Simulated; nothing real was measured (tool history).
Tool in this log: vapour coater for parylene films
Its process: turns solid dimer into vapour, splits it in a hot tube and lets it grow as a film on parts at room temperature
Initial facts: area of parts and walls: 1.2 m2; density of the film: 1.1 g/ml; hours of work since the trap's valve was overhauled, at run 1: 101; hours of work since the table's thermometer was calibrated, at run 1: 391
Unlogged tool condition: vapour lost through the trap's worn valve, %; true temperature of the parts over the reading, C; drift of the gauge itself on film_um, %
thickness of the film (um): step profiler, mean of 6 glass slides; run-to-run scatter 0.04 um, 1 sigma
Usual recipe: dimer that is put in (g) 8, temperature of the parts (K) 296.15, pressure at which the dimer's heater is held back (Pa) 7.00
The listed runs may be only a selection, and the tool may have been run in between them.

run     day  dimer that is put in (g)  temperature of the parts (K)  pressure at which the dimer's heater is held back (Pa)  hours of work since the trap's valve was overhauled  hours of work since the table's thermometer was calibrated  thickness of the film (um)
  1   0.000                         8                        296.15                                                    7.00                                                  101                                                         391                        4.35
  2   0.692                         8                        296.15                                                    7.00                                                  109                                                         399                        4.40
  3   1.567                         8                        296.15                                                    7.00                                                  119                                                         409                        4.33
  4   2.167                         8                        290.15                                                    7.00                                                  126                                                         416                        5.41
  5   2.533                         6                        296.15                                                    7.00                                                  130                                                         420                        3.31
  6   3.175                         5                        296.15                                                    7.00                                                  138                                                         428                        2.71
  7   4.021                         5                        296.15                                                    7.00                                                  147                                                         437                        2.72
  8   4.600                         8                        305.15                                                    7.00                                                  154                                                         444                        3.07
  9   5.196                         8                        296.15                                                    7.00                                                  161                                                         451                        4.28
 10   5.921                         8                        296.15                                                    7.00                                                  169                                                         460                        4.34
 11   6.583                         8                        296.15                                                    7.00                                                  177                                                         467                        4.33
 12   7.179                         8                        296.15                                                    7.00                                                  184                                                         474                        4.33
 13   7.833                         4                        305.15                                                    3.86                                                  192                                                         482                        1.69
 14   8.333                         6                        289.15                                                    7.00                                                  197                                                         487                        4.24
 15   8.942                         6                        289.15                                                    7.00                                                  204                                                         495                        4.24
 16   9.575                         4                        293.15                                                    4.95                                                  212                                                         502                        2.54
 17  10.050                        10                        301.15                                                    9.90                                                  217                                                         507                        4.33

Run 18 is up next; what results do you expect?
 18  10.533                         3                        301.15                                                    9.90                                                  223                                                         513                           ?

thickness of the film (um): 1.23
With the hidden condition absent and the run-to-run variation left alone, this run would have shown thickness of the film (um) 1.23.
